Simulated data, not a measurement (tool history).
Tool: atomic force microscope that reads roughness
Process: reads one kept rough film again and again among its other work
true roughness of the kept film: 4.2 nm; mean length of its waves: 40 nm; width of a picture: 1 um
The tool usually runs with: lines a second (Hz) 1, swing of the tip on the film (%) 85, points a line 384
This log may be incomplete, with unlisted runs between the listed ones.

run	hour	lines a second (Hz)	swing of the tip on the film (%)	points a line	roughness of the kept film (nm (root mean square))
1	0	1	85	384	3.361
2	16.7	1	72	384	3.555
3	35.4	1	72	384	3.562
4	61.8	1	72	384	3.557
# hour 81.7: new tip fitted
5	90.9	1	72	384	3.551
6	123.5	1	85	778	3.353
7	142.3	1	85	778	3.349
# hour 162.5: new tip fitted
8	162.5	1	85	778	3.373
9	188.7	1	60	384	3.705
10	206.1	1	60	384	3.658
11	222.3	1.33	77	384	3.427
# hour 243.7: new tip fitted
12	247.8	1.33	57	384	3.66
13	266.6	1.17	89	328	3.204
14	287.7	3.78	85	697	2.587
15	320.7	3.78	85	943	2.562
# hour 326: new tip fitted
16	341	3.78	85	943	2.574
17	375.9	3.78	83	541	2.618
18	403.1	1	70	479	3.571

3 ways to go on from here, each from the tool as it stands after run 18. What would each give?
# hour 407.5: new tip fitted
A	429.4	2.5	66	714	?
# hour 407.5: new tip fitted
B	429.4	0.68	85	384	?
# hour 407.5: new tip fitted
C	429.4	1	70	265	?

run	roughness of the kept film (nm (root mean square))
A	3.392
B	3.45
C	3.562
Had the tool no hidden state, the same runs would have come out as:
run	roughness of the kept film (nm (root mean square))
A	3.395
B	3.453
C	3.565
